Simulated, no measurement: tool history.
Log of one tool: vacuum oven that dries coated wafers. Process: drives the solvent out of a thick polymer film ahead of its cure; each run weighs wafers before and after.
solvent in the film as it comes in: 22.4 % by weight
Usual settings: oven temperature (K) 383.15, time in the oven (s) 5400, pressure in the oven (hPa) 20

run 1 hour=0 | oven_temperature_(K)=383.15 time_in_the_oven_(s)=5400 pressure_in_the_oven_(hPa)=20 | solvent_left_in_the_film_(%)=1.92
run 2 hour=11.9 | oven_temperature_(K)=383.15 time_in_the_oven_(s)=5400 pressure_in_the_oven_(hPa)=20 | solvent_left_in_the_film_(%)=1.86
run 3 hour=37.9 | oven_temperature_(K)=397.15 time_in_the_oven_(s)=5400 pressure_in_the_oven_(hPa)=20 | solvent_left_in_the_film_(%)=0.58
run 4 hour=57.1 | oven_temperature_(K)=397.15 time_in_the_oven_(s)=5400 pressure_in_the_oven_(hPa)=20 | solvent_left_in_the_film_(%)=0.6
run 5 hour=69.5 | oven_temperature_(K)=397.15 time_in_the_oven_(s)=5400 pressure_in_the_oven_(hPa)=20 | solvent_left_in_the_film_(%)=0.55
run 6 hour=82.2 | oven_temperature_(K)=383.15 time_in_the_oven_(s)=5400 pressure_in_the_oven_(hPa)=11.9 | solvent_left_in_the_film_(%)=1.69
run 7 hour=107.5 | oven_temperature_(K)=383.15 time_in_the_oven_(s)=5400 pressure_in_the_oven_(hPa)=11.9 | solvent_left_in_the_film_(%)=1.65
run 8 hour=129.9 | oven_temperature_(K)=383.15 time_in_the_oven_(s)=4860 pressure_in_the_oven_(hPa)=20 | solvent_left_in_the_film_(%)=2.22
run 9 hour=150.6 | oven_temperature_(K)=383.15 time_in_the_oven_(s)=4860 pressure_in_the_oven_(hPa)=20 | solvent_left_in_the_film_(%)=2.22
run 10 hour=177.1 | oven_temperature_(K)=383.15 time_in_the_oven_(s)=4860 pressure_in_the_oven_(hPa)=20 | solvent_left_in_the_film_(%)=2.23
run 11 hour=202.1 | oven_temperature_(K)=383.15 time_in_the_oven_(s)=4860 pressure_in_the_oven_(hPa)=20 | solvent_left_in_the_film_(%)=2.18
run 12 hour=227.8 | oven_temperature_(K)=383.15 time_in_the_oven_(s)=5400 pressure_in_the_oven_(hPa)=20 | solvent_left_in_the_film_(%)=1.82
-- hour=231.5 oven's thermocouples calibrated
run 13 hour=242 | oven_temperature_(K)=383.15 time_in_the_oven_(s)=5400 pressure_in_the_oven_(hPa)=20 | solvent_left_in_the_film_(%)=1.88
run 14 hour=270 | oven_temperature_(K)=383.15 time_in_the_oven_(s)=5400 pressure_in_the_oven_(hPa)=20 | solvent_left_in_the_film_(%)=1.77
run 15 hour=293.3 | oven_temperature_(K)=383.15 time_in_the_oven_(s)=5400 pressure_in_the_oven_(hPa)=20 | solvent_left_in_the_film_(%)=1.81
run 16 hour=312.1 | oven_temperature_(K)=383.15 time_in_the_oven_(s)=5400 pressure_in_the_oven_(hPa)=20 | solvent_left_in_the_film_(%)=1.85
run 17 hour=329.3 | oven_temperature_(K)=394.15 time_in_the_oven_(s)=8640 pressure_in_the_oven_(hPa)=51 | solvent_left_in_the_film_(%)=1.18
-- hour=346.7 oven's thermocouples calibrated, once more
run 18 hour=350 | oven_temperature_(K)=372.15 time_in_the_oven_(s)=8640 pressure_in_the_oven_(hPa)=19 | solvent_left_in_the_film_(%)=2.31
run 19 hour=372.5 | oven_temperature_(K)=389.15 time_in_the_oven_(s)=9120 pressure_in_the_oven_(hPa)=20 | solvent_left_in_the_film_(%)=0.65
run 20 hour=400.5 | oven_temperature_(K)=389.15 time_in_the_oven_(s)=9120 pressure_in_the_oven_(hPa)=20 | solvent_left_in_the_film_(%)=0.66
run 21 hour=418.6 | oven_temperature_(K)=398.15 time_in_the_oven_(s)=5400 pressure_in_the_oven_(hPa)=20 | solvent_left_in_the_film_(%)=0.59
run 22 hour=443.9 | oven_temperature_(K)=398.15 time_in_the_oven_(s)=5400 pressure_in_the_oven_(hPa)=20 | solvent_left_in_the_film_(%)=0.59
run 23 hour=463.6 | oven_temperature_(K)=398.15 time_in_the_oven_(s)=7860 pressure_in_the_oven_(hPa)=51.6 | solvent_left_in_the_film_(%)=1.09
run 24 hour=491.7 | oven_temperature_(K)=383.15 time_in_the_oven_(s)=5400 pressure_in_the_oven_(hPa)=25.9 | solvent_left_in_the_film_(%)=2.05
run 25 hour=505.2 | oven_temperature_(K)=383.15 time_in_the_oven_(s)=5400 pressure_in_the_oven_(hPa)=25.9 | solvent_left_in_the_film_(%)=2.04
run 26 hour=522 | oven_temperature_(K)=383.15 time_in_the_oven_(s)=7140 pressure_in_the_oven_(hPa)=25.9 | solvent_left_in_the_film_(%)=1.42
run 27 hour=542.7 | oven_temperature_(K)=383.15 time_in_the_oven_(s)=7140 pressure_in_the_oven_(hPa)=25.9 | solvent_left_in_the_film_(%)=1.42
run 28 hour=561.2 | oven_temperature_(K)=383.15 time_in_the_oven_(s)=7140 pressure_in_the_oven_(hPa)=25.9 | solvent_left_in_the_film_(%)=1.44

The same runs without the tool's hidden state, with the same run-to-run variation:
The hidden state here: true wafer temperature over the reading, C; true pressure over the reading, kPa; drift of the gauge itself on solvent_pct, %.
run=1 solvent_left_in_the_film_(%)=1.84
run=2 solvent_left_in_the_film_(%)=1.78
run=3 solvent_left_in_the_film_(%)=0.52
run=4 solvent_left_in_the_film_(%)=0.54
run=5 solvent_left_in_the_film_(%)=0.49
run=6 solvent_left_in_the_film_(%)=1.62
run=7 solvent_left_in_the_film_(%)=1.58
run=8 solvent_left_in_the_film_(%)=2.16
run=9 solvent_left_in_the_film_(%)=2.17
run=10 solvent_left_in_the_film_(%)=2.17
run=11 solvent_left_in_the_film_(%)=2.13
run=12 solvent_left_in_the_film_(%)=1.76
run=13 solvent_left_in_the_film_(%)=1.85
run=14 solvent_left_in_the_film_(%)=1.75
run=15 solvent_left_in_the_film_(%)=1.79
run=16 solvent_left_in_the_film_(%)=1.83
run=17 solvent_left_in_the_film_(%)=1.12
run=18 solvent_left_in_the_film_(%)=2.14
run=19 solvent_left_in_the_film_(%)=0.54
run=20 solvent_left_in_the_film_(%)=0.55
run=21 solvent_left_in_the_film_(%)=0.51
run=22 solvent_left_in_the_film_(%)=0.51
run=23 solvent_left_in_the_film_(%)=1.01
run=24 solvent_left_in_the_film_(%)=1.95
run=25 solvent_left_in_the_film_(%)=1.95
run=26 solvent_left_in_the_film_(%)=1.3
run=27 solvent_left_in_the_film_(%)=1.3
run=28 solvent_left_in_the_film_(%)=1.33
